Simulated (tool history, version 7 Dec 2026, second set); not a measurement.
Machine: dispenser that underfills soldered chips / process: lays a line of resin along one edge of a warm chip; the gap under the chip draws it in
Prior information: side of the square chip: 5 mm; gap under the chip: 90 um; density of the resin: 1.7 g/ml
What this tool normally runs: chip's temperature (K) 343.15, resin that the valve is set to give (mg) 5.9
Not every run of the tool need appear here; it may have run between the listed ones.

| run | hour | chip's temperature (K) | resin that the valve is set to give (mg) | time until the resin shows at the far edge (s) | resin that the valve gave (mg) |
|---|---|---|---|---|---|
| 1 | 0 | 343.15 | 5.9 | 17.1 | 5.8 |
| 2 | 4.9 | 343.15 | 5.9 | 19 | 5.79 |
|  | 8.3 | new syringe of resin |
| 3 | 10.1 | 343.15 | 5.9 | 17.6 | 5.82 |
|  | 17.5 | new syringe of resin |
| 4 | 20.2 | 343.15 | 5.9 | 18.2 | 5.76 |
|  | 27.2 | new syringe of resin |
| 5 | 30 | 339.15 | 5.9 | 22.1 | 5.75 |
|  | 36.8 | new syringe of resin |
| 6 | 38.6 | 340.15 | 5.9 | 19.5 | 5.72 |
|  | 46 | new syringe of resin |
| 7 | 48.1 | 352.15 | 5.9 | 12.1 | 5.65 |
| 8 | 54 | 352.15 | 5.9 | 14 | 5.78 |
|  | 55.7 | new syringe of resin |
| 9 | 59.2 | 343.15 | 5.9 | 18.7 | 5.75 |
|  | 64.8 | new syringe of resin |
| 10 | 67.4 | 343.15 | 5.9 | 18.2 | 5.72 |
|  | 74.4 | new syringe of resin |
| 11 | 74.6 | 343.15 | 5.9 | 16.7 | 5.6 |
| 12 | 81.1 | 343.15 | 5.9 | 19.4 | 5.63 |
|  | 83.8 | new syringe of resin |
| 13 | 88.8 | 343.15 | 5.9 | 18.5 | 5.59 |
|  | 92.9 | new syringe of resin |
| 14 | 97.4 | 343.15 | 5.9 | 19.1 | 5.63 |
|  | 102.8 | new syringe of resin |
| 15 | 104.3 | 343.15 | 5.9 | 18.3 | 5.68 |
| 16 | 110.2 | 343.15 | 5.9 | 20.2 | 5.67 |
|  | 112.4 | new syringe of resin |
| 17 | 119.3 | 352.15 | 6.74 | 13.5 | 6.43 |
|  | 122.4 | new syringe of resin |
| 18 | 127.3 | 352.15 | 6.74 | 12.2 | 6.42 |
|  | 131.6 | new syringe of resin |
| 19 | 132.4 | 352.15 | 7.63 | 11.7 | 7.24 |
| 20 | 137.3 | 352.15 | 6.46 | 13.9 | 6.14 |
|  | 141.1 | new syringe of resin |
| 21 | 146.6 | 339.15 | 5.99 | 23.7 | 5.75 |
|  | 149.5 | dispensing valve cleaned and set on the balance |
|  | 151.4 | new syringe of resin |
| 22 | 153.4 | 355.15 | 5.02 | 10.9 | 5.05 |
|  | 160.7 | new syringe of resin |
| 23 | 163.5 | 355.15 | 5.02 | 11.5 | 4.98 |
|  | 170.1 | new syringe of resin |
| 24 | 173.2 | 355.15 | 5.48 | 11 | 5.37 |
|  | 179.7 | new syringe of resin |
| 25 | 182.6 | 332.15 | 5.56 | 30.1 | 5.55 |
|  | 189.4 | new syringe of resin |
| 26 | 190.6 | 343.15 | 5.77 | 17.6 | 5.72 |
| 27 | 195.3 | 356.15 | 6.51 | 11.9 | 6.37 |

Each row is a separate what-if for the run after 27, all from the same tool condition, not one after another. Results?
|  | 198.6 | new syringe of resin |
| A | 203.7 | 336.15 | 6.51 | ? | ? |
|  | 198.6 | new syringe of resin |
| B | 203.7 | 332.15 | 5.9 | ? | ? |
|  | 198.6 | new syringe of resin |
| C | 203.7 | 353.15 | 6.44 | ? | ? |
|  | 198.6 | new syringe of resin |
| D | 203.7 | 334.15 | 6.4 | ? | ? |
|  | 198.6 | new syringe of resin |
| E | 203.7 | 330.15 | 6.94 | ? | ? |

| run | time until the resin shows at the far edge (s) | resin that the valve gave (mg) |
|---|---|---|
| A | 26.5 | 6.41 |
| B | 31.4 | 5.81 |
| C | 12.1 | 6.31 |
| D | 28.3 | 6.31 |
| E | 34.2 | 6.86 |
Without the tool's unlogged condition, the same runs would have read:
| run | time until the resin shows at the far edge (s) | resin that the valve gave (mg) |
|---|---|---|
| A | 22.7 | 6.49 |
| B | 26.7 | 5.88 |
| C | 10.3 | 6.39 |
| D | 24.1 | 6.39 |
| E | 29.1 | 6.95 |
